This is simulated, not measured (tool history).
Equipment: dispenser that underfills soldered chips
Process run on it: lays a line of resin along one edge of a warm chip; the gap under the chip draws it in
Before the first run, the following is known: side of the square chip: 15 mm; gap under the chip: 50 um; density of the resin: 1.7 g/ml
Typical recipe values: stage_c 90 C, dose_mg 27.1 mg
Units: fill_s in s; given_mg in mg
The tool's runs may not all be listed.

run   hour  stage_c  dose_mg  fill_s  given_mg
  1      0       90     27.1   168.3     25.48
       2.6  -- new syringe of resin
  2   10.2       90     27.1   167.2      25.6
      12.8  -- new syringe of resin
      17.5  -- dispensing valve cleaned and set on the balance
  3   20.2       90     27.1   154.1     26.95
      23.6  -- new syringe of resin
  4   31.2       90     27.1   165.5     26.74
      34.3  -- new syringe of resin
  5   39.3       90     27.1   150.9     26.78
      44.8  -- new syringe of resin
  6   47.1       90     27.1     143     26.58
      54.8  -- new syringe of resin
  7   55.6       90     27.1   132.9     26.34
      64.9  -- new syringe of resin
  8   66.7       90     27.1   138.8     26.15
      74.9  -- new syringe of resin
  9   74.9       87     27.1   143.2     26.08
      85.4  -- new syringe of resin
 10   85.4       87     27.1   144.5     25.73
 11     92       90       26   164.1      24.7
      95.4  -- new syringe of resin
 12   97.8      102     28.4    90.9     26.94
     105.9  -- new syringe of resin
 13  106.1      101     27.1    87.6      25.4
 14    112       92     26.1   147.8     24.36
     114.8  -- dispensing valve cleaned and set on the balance
     117.2  -- new syringe of resin
 15  123.8       85     31.4   184.6     31.15
     127.5  -- new syringe of resin
 16  129.4       79     25.1   211.8     24.62
 17  136.4       90     34.2   162.5     33.37
     137.5  -- new syringe of resin
 18  142.6       90     25.3   150.1     24.78
     147.7  -- new syringe of resin
 19  152.3       90     25.3   151.9     24.74
     157.8  -- new syringe of resin
 20  160.9       76     27.2   241.5     26.25

Run 21 has not been measured yet. What should we expect?
 21  166.7       90     28.4       ?         ?

{"run 21": {"fill_s": 164.5, "given_mg": 27.37}}
Take away the tool's hidden state, keep the run-to-run variation as it was, and the same run would have given fill_s 133.3 s, given_mg 28.43 mg.
